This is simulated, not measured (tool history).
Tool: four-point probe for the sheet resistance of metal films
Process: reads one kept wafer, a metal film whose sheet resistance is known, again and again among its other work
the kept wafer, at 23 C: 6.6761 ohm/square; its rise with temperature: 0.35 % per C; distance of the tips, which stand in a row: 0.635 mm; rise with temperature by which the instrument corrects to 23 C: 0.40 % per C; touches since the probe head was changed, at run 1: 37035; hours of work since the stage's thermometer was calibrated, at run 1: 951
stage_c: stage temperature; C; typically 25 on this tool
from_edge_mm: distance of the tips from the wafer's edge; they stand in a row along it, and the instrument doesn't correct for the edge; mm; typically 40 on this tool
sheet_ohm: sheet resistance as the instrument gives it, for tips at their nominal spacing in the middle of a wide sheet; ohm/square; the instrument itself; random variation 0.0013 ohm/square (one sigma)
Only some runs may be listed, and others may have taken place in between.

run	day	stage_c	from_edge_mm	touches since the probe head was changed	hours of work since the stage's thermometer was calibrated	sheet_ohm
1	0	25	40	37035	951	6.689547
2	1.292	25	40	38484	972	6.692454
3	3.671	25	40	41158	1011	6.692321
4	5.438	25	40	43143	1040	6.692713
5	7.962	25	4	45979	1081	6.782
6	9.35	25	40	47535	1103	6.69355
7	11.758	20	40	50238	1143	6.707772
8	13.075	20	40	51721	1164	6.70983
9	15.512	20	40	54459	1204	6.711546
10	18.088	25	6	57351	1245	6.733216
11	19.954	25	6	59445	1276	6.73399
12	21.233	31	6	60880	1297	6.71578
13	23.779	24	3	63743	1338	6.853248

Run 14 is up next; what results do you expect?
14	25.4	22	3	65564	1364	?

For run 14 the tool returned sheet_ohm 6.86151 ohm/square.
On a tool with no hidden condition, and with the same random variation, this run would have come out at sheet_ohm 6.835449 ohm/square.

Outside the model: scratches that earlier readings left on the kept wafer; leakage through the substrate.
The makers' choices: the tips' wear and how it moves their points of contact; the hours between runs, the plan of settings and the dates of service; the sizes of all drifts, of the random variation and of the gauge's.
